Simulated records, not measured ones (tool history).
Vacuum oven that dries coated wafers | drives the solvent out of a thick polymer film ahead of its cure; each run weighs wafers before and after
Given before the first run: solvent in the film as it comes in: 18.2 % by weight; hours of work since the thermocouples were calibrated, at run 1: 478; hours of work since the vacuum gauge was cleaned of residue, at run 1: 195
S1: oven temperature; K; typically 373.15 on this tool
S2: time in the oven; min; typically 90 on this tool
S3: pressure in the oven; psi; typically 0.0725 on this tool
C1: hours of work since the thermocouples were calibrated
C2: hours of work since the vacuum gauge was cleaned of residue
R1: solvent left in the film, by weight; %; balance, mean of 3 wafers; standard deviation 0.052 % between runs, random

run,hour,S1,S2,S3,C1,C2,R1
1,0,373.15,90,0.0725,478,195,1.48
2,18.6,373.15,93,0.0725,491,208,1.38
3,37.7,373.15,93,0.0725,504,220,1.39
4,49.9,373.15,90,0.0725,512,229,1.37
5,61,373.15,90,0.0725,520,236,1.51
6,76,373.15,140,0.0725,530,246,1.06
7,89.7,384.15,90,0.0725,539,256,0.65
8,104.5,373.15,90,0.1205,549,266,1.97
9,122.1,373.15,90,0.1205,561,277,1.91
10,139.9,373.15,157,0.0725,573,289,1.01
11,154.7,373.15,157,0.06,583,300,0.89
12,164.6,373.15,157,0.06,590,306,0.88
13,180,373.15,157,0.06,600,317,0.89
14,198.5,373.15,157,0.06,613,329,1.02
15,211.3,373.15,157,0.06,621,338,0.76
16,225.1,373.15,90,0.0725,631,347,1.48
17,237.7,373.15,90,0.1885,639,356,2.71
18,250,373.15,90,0.1885,647,364,2.71
19,268.1,373.15,90,0.1885,660,376,2.66
20,276.5,373.15,90,0.1885,665,382,2.79
21,296.6,373.15,90,0.1885,679,395,2.79
22,316.9,373.15,90,0.1885,693,409,2.77
23,332.5,373.15,90,0.0569,703,420,1.31
24,341.9,373.15,90,0.0608,709,426,1.45
25,354.8,376.15,84,0.0574,718,435,1.14
26,371.4,367.15,62,0.0409,729,446,3.63
# hour 375: oven's thermocouples calibrated
27,389.2,367.15,62,0.0409,10,457,3.42
28,400.3,385.15,90,0.0647,17,464,0.72
29,414.2,376.15,56,0.0722,27,473,2.03
30,429.7,376.15,56,0.0722,37,484,2.09
31,448.6,373.15,51,0.0725,50,497,3.07
# hour 463.6: oven's thermocouples calibrated, once more
32,467.7,373.15,51,0.0725,3,508,3.45
33,480.6,373.15,51,0.0725,12,517,3.43
34,499.3,373.15,51,0.0725,24,530,3.5
35,514.7,373.15,51,0.1804,35,540,4.51
36,527.5,373.15,51,0.1804,43,549,4.41
37,540.8,373.15,51,0.1804,52,558,4.5
38,553.9,373.15,51,0.1804,61,566,4.5
39,565,373.15,51,0.1804,69,574,4.58
40,580.2,373.15,51,0.1804,79,584,4.66
41,596.5,374.15,119,0.0725,90,595,1.37
42,609.6,373.15,135,0.0725,99,604,1.25
43,622,373.15,49,0.1137,107,613,3.9
44,635.7,387.15,46,0.1677,116,622,1.76
45,648.4,365.15,88,0.123,125,630,4.14
46,666.8,362.15,100,0.1104,137,643,4.39

Describe how what the log doesn't record of the tool's condition differs between the last listed run preceding each entry between runs and the first listed run following it.
From run 26 to run 27: oven's thermocouples calibrated (hour 375)
  true wafer temperature over the reading, C: 1.01 -> 1.69; true pressure over the reading, kPa: 0.165 -> 0.169
  measured less the result without the state, R1: -0.02 -> -0.2 %
From run 31 to run 32: oven's thermocouples calibrated, once more (hour 463.6)
  true wafer temperature over the reading, C: 1.73 -> 0.16; true pressure over the reading, kPa: 0.183 -> 0.187
  measured less the result without the state, R1: -0.19 -> +0.22 %

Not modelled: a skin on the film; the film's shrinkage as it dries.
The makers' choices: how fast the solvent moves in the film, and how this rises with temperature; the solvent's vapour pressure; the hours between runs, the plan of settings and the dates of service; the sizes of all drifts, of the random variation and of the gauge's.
